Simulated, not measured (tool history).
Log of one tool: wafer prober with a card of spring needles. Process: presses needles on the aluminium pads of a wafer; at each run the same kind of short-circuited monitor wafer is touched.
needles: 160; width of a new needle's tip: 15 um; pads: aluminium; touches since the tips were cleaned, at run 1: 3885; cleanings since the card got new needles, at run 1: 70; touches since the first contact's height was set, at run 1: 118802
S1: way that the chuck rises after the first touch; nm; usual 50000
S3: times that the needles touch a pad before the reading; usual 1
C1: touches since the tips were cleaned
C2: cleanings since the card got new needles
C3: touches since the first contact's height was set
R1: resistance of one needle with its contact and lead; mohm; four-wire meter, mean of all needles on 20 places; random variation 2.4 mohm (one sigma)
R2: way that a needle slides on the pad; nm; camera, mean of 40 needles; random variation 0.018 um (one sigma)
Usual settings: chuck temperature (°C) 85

Run 1, hour 0: usual settings; C1 3885; C2 70; C3 118802. Result: R1 362 mohm, R2 8270 nm.
At hour 13.6: tips cleaned on abrasive film.
Run 2, hour 30.8: usual settings; C1 5492; C2 71; C3 128570. Result: R1 374 mohm, R2 8290 nm.
At hour 40.6: tips cleaned on abrasive film.
At hour 66.2: tips cleaned on abrasive film.
Run 3, hour 77.8: usual settings; C1 3671; C2 73; C3 143425. Result: R1 356 mohm, R2 8220 nm.
At hour 94: tips cleaned on abrasive film.
At hour 119.7: tips cleaned on abrasive film.
Run 4, hour 135.9: usual settings; C1 5162; C2 75; C3 161840. Result: R1 376 mohm, R2 8200 nm.
At hour 146: tips cleaned on abrasive film.
At hour 173.5: tips cleaned on abrasive film.
At hour 192.8: height of the first contact set anew.
At hour 201.5: tips cleaned on abrasive film.
Run 5, hour 209.4: usual settings; C1 2505; C2 78; C3 5245. Result: R1 346 mohm, R2 8130 nm.
At hour 231.2: tips cleaned on abrasive film.
Run 6, hour 253.5: usual settings; C1 7092; C2 79; C3 19235. Result: R1 392 mohm, R2 8110 nm.
At hour 256.6: tips cleaned on abrasive film.
At hour 282.7: tips cleaned on abrasive film.
Run 7, hour 304.8: usual settings but chuck temperature (°C) 82; C1 6993; C2 81; C3 35460. Result: R1 391 mohm, R2 8090 nm.
At hour 308.9: tips cleaned on abrasive film.
At hour 338.5: tips cleaned on abrasive film.
Run 8, hour 361.9: usual settings but chuck temperature (°C) 82; C1 7455; C2 83; C3 53560. Result: R1 389 mohm, R2 8090 nm.
At hour 365.3: tips cleaned on abrasive film.
At hour 391: tips cleaned on abrasive film.
At hour 419.9: tips cleaned on abrasive film.
Run 9, hour 424.4: usual settings but chuck temperature (°C) 82; C1 1430; C2 86; C3 73316. Result: R1 329 mohm, R2 8080 nm.
At hour 447.5: tips cleaned on abrasive film.
At hour 475: tips cleaned on abrasive film.
Run 10, hour 484.6: usual settings but chuck temperature (°C) 82; C1 3059; C2 88; C3 92382. Result: R1 358 mohm, R2 7970 nm.
At hour 503.5: tips cleaned on abrasive film.
At hour 530.5: tips cleaned on abrasive film.
Run 11, hour 539.4: usual settings; C1 2823; C2 90; C3 109725. Result: R1 369 mohm, R2 8000 nm.
At hour 558.2: tips cleaned on abrasive film.
At hour 585.6: tips cleaned on abrasive film.
Run 12, hour 597.3: usual settings; C1 3722; C2 92; C3 128068. Result: R1 364 mohm, R2 7940 nm.
At hour 614.6: tips cleaned on abrasive film.
At hour 630.7: height of the first contact set anew, once more.
At hour 641.9: tips cleaned on abrasive film.
Run 13, hour 661: usual settings; C1 6088; C2 94; C3 9609. Result: R1 384 mohm, R2 8390 nm.
At hour 667.4: tips cleaned on abrasive film.
At hour 695.1: tips cleaned on abrasive film.
Run 14, hour 709: usual settings; C1 4414; C2 96; C3 24778. Result: R1 373 mohm, R2 8360 nm.
At hour 723.3: tips cleaned on abrasive film.
Run 15, hour 744.7: usual settings; C1 6802; C2 97; C3 36090. Result: R1 387 mohm, R2 8350 nm.
At hour 750.6: tips cleaned on abrasive film.
Run 16, hour 775.3: usual settings; C1 7834; C2 98; C3 45785. Result: R1 399 mohm, R2 8360 nm.
At hour 779.5: tips cleaned on abrasive film.
At hour 805: tips cleaned on abrasive film.
Run 17, hour 806.1: usual settings but S1 58000 nm; C1 340; C2 100; C3 55502. Result: R1 288 mohm, R2 9670 nm.
At hour 831.5: tips cleaned on abrasive film.
Run 18, hour 848.5: usual settings but S1 33000 nm, chuck temperature (°C) 33; C1 5387; C2 101; C3 68950. Result: R1 508 mohm, R2 5460 nm.
At hour 857.1: tips cleaned on abrasive film.
At hour 886.9: tips cleaned on abrasive film.
Run 19, hour 909.3: usual settings but S1 31000 nm, chuck temperature (°C) 27; C1 7093; C2 103; C3 88194. Result: R1 573 mohm, R2 5110 nm.
At hour 914.7: tips cleaned on abrasive film.
At hour 940.3: tips cleaned on abrasive film.
Run 20, hour 940.3: usual settings but S1 31000 nm, chuck temperature (°C) 27; C1 0; C2 105; C3 97982. Result: R1 296 mohm, R2 5060 nm.

The next listed run, before its measurement:
At hour 971.3: tips cleaned on abrasive film.
Run 21, hour 971.7: usual settings but chuck temperature (°C) 98; C1 105; C2 106; C3 107924. Result: R1 ?, R2 ?.

Run 21 gave R1 293 mohm, R2 8270 nm.
Without the tool's hidden state the same run would have given R1 281 mohm, R2 8410 nm.
